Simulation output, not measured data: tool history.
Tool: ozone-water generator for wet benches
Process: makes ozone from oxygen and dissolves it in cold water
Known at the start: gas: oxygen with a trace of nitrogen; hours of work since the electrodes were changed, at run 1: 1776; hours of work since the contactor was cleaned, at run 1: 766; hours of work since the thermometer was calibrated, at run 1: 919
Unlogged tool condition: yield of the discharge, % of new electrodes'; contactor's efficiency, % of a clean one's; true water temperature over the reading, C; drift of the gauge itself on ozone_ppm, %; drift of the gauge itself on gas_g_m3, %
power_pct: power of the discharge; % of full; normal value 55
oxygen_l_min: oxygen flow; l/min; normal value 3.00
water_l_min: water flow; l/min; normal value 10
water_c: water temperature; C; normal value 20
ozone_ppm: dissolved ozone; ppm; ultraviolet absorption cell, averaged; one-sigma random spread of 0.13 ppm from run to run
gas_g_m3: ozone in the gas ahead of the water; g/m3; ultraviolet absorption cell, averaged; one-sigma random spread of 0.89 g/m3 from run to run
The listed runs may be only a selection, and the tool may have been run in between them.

run,day,power_pct,oxygen_l_min,water_l_min,water_c,hours of work since the electrodes were changed,hours of work since the contactor was cleaned,hours of work since the thermometer was calibrated,ozone_ppm,gas_g_m3
1,0.000,55,3.00,10,20,1776,766,919,13.1,139.9
2,2.458,55,3.00,10,20,1827,817,970,12.9,140.9
3,4.021,55,3.00,10,20,1859,849,1002,13.0,138.7
4,5.162,55,3.00,10,20,1882,873,1026,12.9,139.2
5,7.150,55,3.00,10,20,1924,914,1067,13.1,138.2
6,8.700,55,3.00,15,20,1956,946,1099,9.0,140.6
7,11.358,55,3.00,14,20,2010,1001,1154,9.6,138.3
8,14.062,55,2.53,10,20,2066,1057,1210,12.4,146.9
9,16.454,55,2.99,10,20,2116,1106,1259,12.9,137.9
10,17.658,55,2.99,10,20,2140,1131,1284,12.6,138.7
11,19.125,55,3.00,10,20,2171,1161,1314,12.6,139.3
12,20.492,55,3.00,10,20,2199,1189,1342,12.6,137.0
13,22.983,72,3.00,10,20,2250,1241,1394,15.4,167.4
14,25.008,55,3.00,10,20,2292,1283,1436,12.7,137.8
15,27.821,55,3.00,10,20,2350,1341,1494,12.6,136.5
16,30.408,55,3.00,10,20,2404,1394,1547,12.5,137.3
17,31.750,64,4.23,6,26,2432,1422,1575,17.7,133.6
18,34.279,63,4.12,7,20,2484,1474,1627,18.2,132.8
19,35.700,56,3.00,6,13,2513,1503,1656,21.2,137.9
20,38.458,65,1.54,7,13,2570,1560,1713,18.6,194.7

Estimate the outcome of run 21 from the log above:
21,39.667,65,1.89,11,13,2595,1585,1738,?,?

{"run 21": {"ozone_ppm": 12.6, "gas_g_m3": 179.1}}
Were there no unlogged condition in the tool, this run, its random variation unchanged, would have produced ozone_ppm 14.3 ppm, gas_g_m3 197.5 g/m3.
